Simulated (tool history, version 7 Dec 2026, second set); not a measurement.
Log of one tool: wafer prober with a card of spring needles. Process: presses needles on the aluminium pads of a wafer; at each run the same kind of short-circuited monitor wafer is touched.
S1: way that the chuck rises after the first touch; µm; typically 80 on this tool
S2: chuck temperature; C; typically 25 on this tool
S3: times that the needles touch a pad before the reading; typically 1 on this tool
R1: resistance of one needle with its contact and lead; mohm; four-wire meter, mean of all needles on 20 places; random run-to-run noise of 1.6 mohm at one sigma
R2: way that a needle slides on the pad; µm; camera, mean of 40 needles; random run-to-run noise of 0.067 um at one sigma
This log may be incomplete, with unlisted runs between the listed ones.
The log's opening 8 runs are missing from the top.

run	hour	S1	S2	S3	R1	R2
# hour 89.4: tips cleaned on abrasive film
# hour 97.2: tips cleaned on abrasive film
9	102.0	63	25	1	240	16.39
# hour 104.6: tips cleaned on abrasive film
# hour 111.8: tips cleaned on abrasive film
10	112.6	63	25	1	197	16.33
# hour 119.8: tips cleaned on abrasive film
11	122.5	63	25	1	219	16.26
# hour 127.1: tips cleaned on abrasive film
12	133.1	63	25	1	248	16.33
# hour 135.3: tips cleaned on abrasive film
13	141.9	63	25	1	255	16.34
# hour 143.7: tips cleaned on abrasive film
14	149.6	80	25	2	191	20.90
# hour 150.9: tips cleaned on abrasive film
# hour 159.3: tips cleaned on abrasive film
# hour 166.6: tips cleaned on abrasive film
15	166.6	80	25	1	160	20.79
# hour 174.3: tips cleaned on abrasive film
16	180.7	80	25	1	214	20.78
# hour 182.0: tips cleaned on abrasive film
# hour 190.3: tips cleaned on abrasive film
17	194.8	68	48	3	195	17.55
# hour 197.6: tips cleaned on abrasive film
# hour 204.8: tips cleaned on abrasive film
18	211.1	90	73	2	191	23.28
# hour 212.6: tips cleaned on abrasive film
# hour 220.1: tips cleaned on abrasive film
# hour 227.6: tips cleaned on abrasive film
19	228.3	96	121	2	179	24.70
# hour 235.4: tips cleaned on abrasive film
# hour 235.7: height of the first contact set anew
20	235.8	96	121	2	177	25.72
# hour 244.2: tips cleaned on abrasive film
21	247.9	98	100	2	185	26.21
# hour 252.0: tips cleaned on abrasive film
22	257.2	98	100	2	187	26.14
# hour 259.7: tips cleaned on abrasive film
# hour 267.5: tips cleaned on abrasive film
23	272.4	60	80	1	254	15.90
# hour 274.8: tips cleaned on abrasive film
# hour 282.8: tips cleaned on abrasive film
24	289.5	68	34	2	210	18.09
# hour 291.2: tips cleaned on abrasive film
# hour 298.8: tips cleaned on abrasive film
25	304.9	68	74	2	215	17.92
# hour 306.5: tips cleaned on abrasive film
26	312.4	73	29	3	188	19.24
# hour 315.1: tips cleaned on abrasive film
# hour 322.9: tips cleaned on abrasive film
27	326.1	73	29	3	180	19.27
# hour 330.6: tips cleaned on abrasive film
# hour 339.0: tips cleaned on abrasive film
28	339.7	73	29	3	172	19.23
# hour 346.6: tips cleaned on abrasive film
# hour 353.9: tips cleaned on abrasive film
29	356.9	82	69	1	205	21.65
# hour 361.4: tips cleaned on abrasive film
30	367.1	82	35	3	179	21.58
# hour 369.3: tips cleaned on abrasive film
# hour 376.5: tips cleaned on abrasive film
# hour 383.8: tips cleaned on abrasive film
31	384.7	78	25	2	177	20.38

Alternative continuations, all from the tool just after run 31; predict every row:
# hour 391.3: tips cleaned on abrasive film
A	393.5	74	94	1	?	?
# hour 391.3: tips cleaned on abrasive film
B	393.5	78	72	1	?	?
# hour 391.3: tips cleaned on abrasive film
C	393.5	80	54	1	?	?

run	R1	R2
A	212	19.38
B	206	20.36
C	196	20.91
Without the tool's hidden state the same runs would have given:
run	R1	R2
A	171	19.89
B	167	20.87
C	159	21.42
